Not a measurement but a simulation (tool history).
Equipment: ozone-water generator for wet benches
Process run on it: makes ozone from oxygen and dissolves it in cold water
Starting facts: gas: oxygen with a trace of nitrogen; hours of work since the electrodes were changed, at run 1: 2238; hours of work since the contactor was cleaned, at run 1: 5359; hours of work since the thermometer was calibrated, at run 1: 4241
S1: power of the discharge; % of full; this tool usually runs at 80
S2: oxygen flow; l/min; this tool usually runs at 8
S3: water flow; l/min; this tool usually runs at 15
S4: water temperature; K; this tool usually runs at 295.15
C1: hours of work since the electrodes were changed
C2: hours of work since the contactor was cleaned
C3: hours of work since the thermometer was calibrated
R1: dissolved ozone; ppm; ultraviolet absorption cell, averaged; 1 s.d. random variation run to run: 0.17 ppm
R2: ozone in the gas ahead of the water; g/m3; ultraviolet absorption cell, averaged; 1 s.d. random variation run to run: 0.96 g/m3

run 1 day=0 | S1=80 S2=8 S3=15 S4=295.15 | C1=2238 C2=5359 C3=4241 | R1=23.1 R2=165
run 2 day=3.692 | S1=80 S2=8 S3=15 S4=295.15 | C1=2294 C2=5415 C3=4297 | R1=23.3 R2=165.1
run 3 day=6.158 | S1=80 S2=8 S3=15 S4=295.15 | C1=2331 C2=5453 C3=4335 | R1=22.9 R2=165
run 4 day=8.829 | S1=80 S2=8 S3=15 S4=295.15 | C1=2372 C2=5493 C3=4375 | R1=23.4 R2=165.1
run 5 day=11.454 | S1=80 S2=8 S3=15 S4=295.15 | C1=2411 C2=5533 C3=4415 | R1=23.4 R2=164.9
run 6 day=14.275 | S1=80 S2=8 S3=15 S4=295.15 | C1=2454 C2=5576 C3=4458 | R1=23.2 R2=165.9
run 7 day=17.379 | S1=80 S2=8 S3=10 S4=295.15 | C1=2501 C2=5623 C3=4505 | R1=29.2 R2=164.2
run 8 day=20.004 | S1=80 S2=8 S3=10 S4=295.15 | C1=2541 C2=5662 C3=4545 | R1=29.5 R2=166.5
-- day=21.729 water thermometer calibrated
run 9 day=22.792 | S1=80 S2=13.44 S3=15 S4=288.15 | C1=2583 C2=5704 C3=16 | R1=24.3 R2=127.5
run 10 day=26.892 | S1=46 S2=13.44 S3=23 S4=288.15 | C1=2645 C2=5766 C3=78 | R1=11.1 R2=79.8
run 11 day=29.921 | S1=46 S2=13.44 S3=23 S4=288.15 | C1=2691 C2=5812 C3=124 | R1=11.3 R2=78.3
run 12 day=32.425 | S1=77 S2=8 S3=23 S4=290.15 | C1=2729 C2=5850 C3=162 | R1=17.6 R2=160
run 13 day=34.379 | S1=82 S2=8 S3=23 S4=293.15 | C1=2758 C2=5880 C3=192 | R1=17.6 R2=170.6
run 14 day=36.946 | S1=82 S2=8 S3=23 S4=293.15 | C1=2797 C2=5919 C3=231 | R1=17.5 R2=167.7
run 15 day=39.55 | S1=82 S2=12.59 S3=23 S4=293.15 | C1=2837 C2=5958 C3=270 | R1=16.6 R2=134.2
run 16 day=43.771 | S1=89 S2=5.2 S3=15 S4=295.15 | C1=2901 C2=6022 C3=334 | R1=26.4 R2=228.3

3 ways to go on from here, each from the tool as it stands after run 16. What would each give?
run A day=47.388 | S1=89 S2=7.38 S3=12 S4=295.15 | C1=2956 C2=6077 C3=389 | R1=? R2=?
run B day=47.388 | S1=49 S2=6.98 S3=15 S4=295.15 | C1=2956 C2=6077 C3=389 | R1=? R2=?
run C day=47.388 | S1=80 S2=9.94 S3=19 S4=295.15 | C1=2956 C2=6077 C3=389 | R1=? R2=?

run=A R1=29.8 R2=189.4
run=B R1=15.2 R2=116.7
run=C R1=18.9 R2=149.5
Without the tool's hidden state the same runs would have given:
run=A R1=29.8 R2=186.8
run=B R1=15.2 R2=115
run=C R1=19 R2=147.4

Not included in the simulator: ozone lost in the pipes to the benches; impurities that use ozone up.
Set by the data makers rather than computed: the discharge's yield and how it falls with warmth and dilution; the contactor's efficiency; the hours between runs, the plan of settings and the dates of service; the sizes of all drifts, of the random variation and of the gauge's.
